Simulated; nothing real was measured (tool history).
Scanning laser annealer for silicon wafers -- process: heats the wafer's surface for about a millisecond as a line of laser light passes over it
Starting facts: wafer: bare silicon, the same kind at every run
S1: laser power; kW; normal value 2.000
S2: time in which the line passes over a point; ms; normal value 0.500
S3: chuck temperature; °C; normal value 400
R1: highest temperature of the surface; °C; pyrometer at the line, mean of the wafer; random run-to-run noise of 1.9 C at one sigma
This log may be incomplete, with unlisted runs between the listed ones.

Run 1, hour 0.0: usual settings. Result: R1 1108 °C.
Run 2, hour 3.9: usual settings. Result: R1 1112 °C.
Run 3, hour 9.5: usual settings. Result: R1 1105 °C.
Run 4, hour 16.0: usual settings. Result: R1 1105 °C.
Run 5, hour 20.7: usual settings but S3 381 °C. Result: R1 1091 °C.
Run 6, hour 30.1: usual settings but S3 381 °C. Result: R1 1089 °C.
Run 7, hour 37.6: usual settings but S3 381 °C. Result: R1 1084 °C.
Run 8, hour 42.2: usual settings but S3 381 °C. Result: R1 1085 °C.
Run 9, hour 49.8: usual settings but S3 381 °C. Result: R1 1088 °C.
Run 10, hour 57.0: usual settings but S3 381 °C. Result: R1 1084 °C.
Run 11, hour 62.3: usual settings but S3 381 °C. Result: R1 1084 °C.
Run 12, hour 66.9: usual settings but S3 381 °C. Result: R1 1083 °C.
Run 13, hour 75.0: usual settings but S3 381 °C. Result: R1 1085 °C.
Run 14, hour 80.1: usual settings but S2 0.433 ms. Result: R1 1054 °C.
Run 15, hour 89.7: usual settings but S1 2.118 kW, S2 0.440 ms, S3 439 °C. Result: R1 1146 °C.
Run 16, hour 94.2: usual settings but S1 1.763 kW, S2 0.431 ms, S3 363 °C. Result: R1 917 °C.
Run 17, hour 101.9: usual settings but S1 2.066 kW, S2 0.593 ms, S3 433 °C. Result: R1 1225 °C.
At hour 107.5: optics aligned, line set to its width.
Run 18, hour 112.0: usual settings but S1 2.066 kW, S2 0.593 ms, S3 433 °C. Result: R1 1223 °C.
Run 19, hour 117.3: usual settings but S1 1.734 kW, S2 0.414 ms, S3 378 °C. Result: R1 910 °C.
Run 20, hour 122.9: usual settings but S1 2.191 kW, S2 0.354 ms, S3 413 °C. Result: R1 1075 °C.
At hour 135.4: optics aligned, line set to its width, once more.
Run 21, hour 135.4: usual settings but S1 1.797 kW, S2 0.425 ms, S3 409 °C. Result: R1 992 °C.
Run 22, hour 145.0: usual settings but S1 2.016 kW, S2 0.421 ms, S3 360 °C. Result: R1 1029 °C.
Run 23, hour 154.2: usual settings but S2 0.429 ms, S3 439 °C. Result: R1 1106 °C.

The next listed run, before its measurement:
Run 24, hour 160.0: usual settings but S2 0.476 ms. Result: R1 ?.

{"run 24": {"R1": 1099}}
Were there no unlogged condition in the tool, this run, its random variation unchanged, would have produced R1 1124 °C.
